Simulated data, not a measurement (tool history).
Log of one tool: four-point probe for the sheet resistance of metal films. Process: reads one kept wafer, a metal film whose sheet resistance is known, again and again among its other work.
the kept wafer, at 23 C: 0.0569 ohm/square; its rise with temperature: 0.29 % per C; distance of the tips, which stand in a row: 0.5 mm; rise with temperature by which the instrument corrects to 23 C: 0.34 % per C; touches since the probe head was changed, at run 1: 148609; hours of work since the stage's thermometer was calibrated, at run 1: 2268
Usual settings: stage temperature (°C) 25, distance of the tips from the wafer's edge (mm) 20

run	hour	stage temperature (°C)	distance of the tips from the wafer's edge (mm)	touches since the probe head was changed	hours of work since the stage's thermometer was calibrated	sheet resistance as the instrument gives it (ohm/square)
1	0.0	25	20	148609	2268	0.057311
2	48.6	25	20	151402	2307	0.057319
3	106.8	25	20	154742	2354	0.057326
4	163.8	25	20	158013	2399	0.057360
5	206.1	25	20	160442	2433	0.057362
6	265.6	25	3	163860	2480	0.058184
7	354.3	25	3	168952	2551	0.058221
8	428.6	22	20	173219	2611	0.057475
9	471.5	22	20	175684	2645	0.057486
10	544.0	22	20	179846	2703	0.057502
11	638.3	22	20	185256	2778	0.057514
12	710.4	25	20	189400	2835	0.057481
# hour 715.4: stage's thermometer calibrated
13	751.7	25	20	191742	29	0.057273
14	795.8	25	20	194276	64	0.057304
15	849.0	25	20	197328	107	0.057316
16	921.6	25	20	201495	165	0.057349
17	972.7	25	20	204434	205	0.057354
18	1052.2	25	8	208993	269	0.057460
19	1130.8	25	8	213510	332	0.057468
20	1208.8	30	20	217989	394	0.057270
# hour 1223.3: new probe head fitted
21	1273.6	30	20	2889	445	0.056822
22	1349.5	30	20	7250	505	0.056838
23	1439.5	32	12	12415	577	0.056824
24	1534.8	23	41	17886	653	0.057046
25	1596.7	26	14	21441	703	0.057005
26	1678.4	26	14	26131	768	0.057019
27	1748.7	32	7	30169	824	0.057021
28	1833.1	32	7	35018	891	0.057020
29	1910.4	28	44	39453	953	0.056998
30	1994.2	23	4	44266	1020	0.057607
31	2047.4	19	31	47321	1062	0.057262
32	2096.3	32	18	50131	1101	0.056975
33	2158.8	32	18	53715	1151	0.056971
34	2212.2	32	18	56782	1194	0.056975
35	2299.7	23	15	61810	1264	0.057223
36	2341.3	23	33	64193	1297	0.057197
37	2420.3	24	52	68730	1360	0.057194

4 ways to go on from here, each from the tool as it stands after run 37. What would each give?
A	2475.7	33	72	71910	1404	?
B	2475.7	25	15	71910	1404	?
C	2475.7	21	6	71910	1404	?
D	2475.7	25	4	71910	1404	?

run	sheet resistance as the instrument gives it (ohm/square)
A	0.056980
B	0.057227
C	0.057515
D	0.057658
Without the tool's hidden state the same runs would have given:
run	sheet resistance as the instrument gives it (ohm/square)
A	0.056644
B	0.056888
C	0.057173
D	0.057316

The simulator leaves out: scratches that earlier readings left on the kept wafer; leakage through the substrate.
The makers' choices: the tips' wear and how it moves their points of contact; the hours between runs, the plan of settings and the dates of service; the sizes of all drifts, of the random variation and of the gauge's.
